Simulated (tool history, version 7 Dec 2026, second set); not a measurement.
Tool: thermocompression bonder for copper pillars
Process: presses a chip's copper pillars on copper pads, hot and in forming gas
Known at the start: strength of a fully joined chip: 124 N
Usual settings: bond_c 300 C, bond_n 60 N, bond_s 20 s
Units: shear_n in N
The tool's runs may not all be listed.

run	hour	bond_c	bond_n	bond_s	shear_n
1	0	300	60	20	73.3
2	47.4	300	60	20	72
3	79.5	298	60	20	70.1
4	105.6	298	60	20	68.9
5	144.3	298	60	20	69.4
6	172	298	60	20	66.9
# hour 176.7: force cell calibrated
7	220.6	298	60	20	67.9
8	282.5	298	60	20	66.3
9	336.8	298	60	20	67.1
# hour 357.7: force cell calibrated, once more
10	376.2	291	42	51	63.5
11	427.8	291	42	51	62.3

3 ways to go on from here, each from the tool as it stands after run 11. What would each give?
A	472.5	298	42	51	?
B	472.5	302	60	45	?
C	472.5	326	51	15	?

run	shear_n
A	66.3
B	83.7
C	64.8
Without the tool's hidden state the same runs would have given:
run	shear_n
A	75.9
B	94.7
C	74
